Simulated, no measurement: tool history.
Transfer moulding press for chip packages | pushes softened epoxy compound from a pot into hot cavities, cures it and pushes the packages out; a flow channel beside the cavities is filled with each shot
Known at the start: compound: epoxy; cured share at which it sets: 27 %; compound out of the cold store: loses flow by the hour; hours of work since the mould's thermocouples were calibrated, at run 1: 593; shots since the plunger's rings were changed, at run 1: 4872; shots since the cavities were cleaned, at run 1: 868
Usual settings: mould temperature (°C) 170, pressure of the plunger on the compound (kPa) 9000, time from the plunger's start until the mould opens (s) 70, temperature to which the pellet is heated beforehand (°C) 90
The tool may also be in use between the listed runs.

| run | hour | mould temperature (°C) | pressure of the plunger on the compound (kPa) | time from the plunger's start until the mould opens (s) | temperature to which the pellet is heated beforehand (°C) | hours of work since the mould's thermocouples were calibrated | shots since the plunger's rings were changed | shots since the cavities were cleaned | incoming compound's hours out of the cold store | length that the compound runs in the flow channel (mm) | greatest force on the pins that push the packages out (N) |
|---|---|---|---|---|---|---|---|---|---|---|---|
| 1 | 0.0 | 170 | 9000 | 70 | 90 | 593 | 4872 | 868 | 30.0 | 804 | 1043 |
|  | 12.8 | cavities cleaned with cleaning compound and waxed |
|  | 78.2 | plunger's sealing rings changed |
| 2 | 84.7 | 170 | 9000 | 70 | 90 | 641 | 90 | 948 | 21.0 | 868 | 1141 |
|  | 93.1 | cavities cleaned with cleaning compound and waxed |
|  | 142.6 | mould's thermocouples calibrated |
| 3 | 162.5 | 170 | 9000 | 70 | 90 | 12 | 1104 | 921 | 32.5 | 827 | 946 |
|  | 170.0 | cavities cleaned with cleaning compound and waxed |
| 4 | 227.7 | 170 | 9000 | 70 | 90 | 50 | 1974 | 788 | 14.2 | 865 | 970 |
|  | 244.9 | cavities cleaned with cleaning compound and waxed |
| 5 | 300.0 | 170 | 9000 | 70 | 90 | 93 | 2941 | 752 | 14.1 | 862 | 965 |
|  | 321.8 | cavities cleaned with cleaning compound and waxed |
| 6 | 374.7 | 163 | 8120 | 69 | 95 | 137 | 3940 | 722 | 47.2 | 751 | 1513 |
|  | 399.6 | cavities cleaned with cleaning compound and waxed, once more |
| 7 | 453.7 | 170 | 9000 | 82 | 94 | 184 | 4999 | 739 | 35.1 | 792 | 747 |
|  | 478.9 | cavities cleaned with cleaning compound and waxed |
| 8 | 499.7 | 173 | 9030 | 68 | 99 | 210 | 5606 | 283 | 47.0 | 761 | 714 |
|  | 524.0 | plunger's sealing rings changed |
| 9 | 536.8 | 170 | 9000 | 70 | 80 | 231 | 174 | 756 | 10.6 | 882 | 1007 |
|  | 562.7 | cavities cleaned with cleaning compound and waxed |
| 10 | 593.7 | 169 | 7020 | 68 | 92 | 264 | 931 | 424 | 10.7 | 785 | 1036 |

4 ways to go on from here, each from the tool as it stands after run 10. What would each give?
| A | 635.1 | 166 | 7420 | 63 | 92 | 289 | 1497 | 990 | 38.7 | ? | ? |
| B | 635.1 | 169 | 9000 | 56 | 90 | 289 | 1497 | 990 | 38.9 | ? | ? |
| C | 635.1 | 162 | 7020 | 54 | 92 | 289 | 1497 | 990 | 21.8 | ? | ? |
| D | 635.1 | 169 | 10420 | 74 | 86 | 289 | 1497 | 990 | 45.5 | ? | ? |

| run | length that the compound runs in the flow channel (mm) | greatest force on the pins that push the packages out (N) |
|---|---|---|
| A | 748 | 1587 |
| B | 824 | 1711 |
| C | 775 | 2793 |
| D | 853 | 919 |
Without the tool's hidden state the same runs would have given:
| run | length that the compound runs in the flow channel (mm) | greatest force on the pins that push the packages out (N) |
|---|---|---|
| A | 758 | 1051 |
| B | 834 | 1134 |
| C | 785 | 1847 |
| D | 864 | 608 |

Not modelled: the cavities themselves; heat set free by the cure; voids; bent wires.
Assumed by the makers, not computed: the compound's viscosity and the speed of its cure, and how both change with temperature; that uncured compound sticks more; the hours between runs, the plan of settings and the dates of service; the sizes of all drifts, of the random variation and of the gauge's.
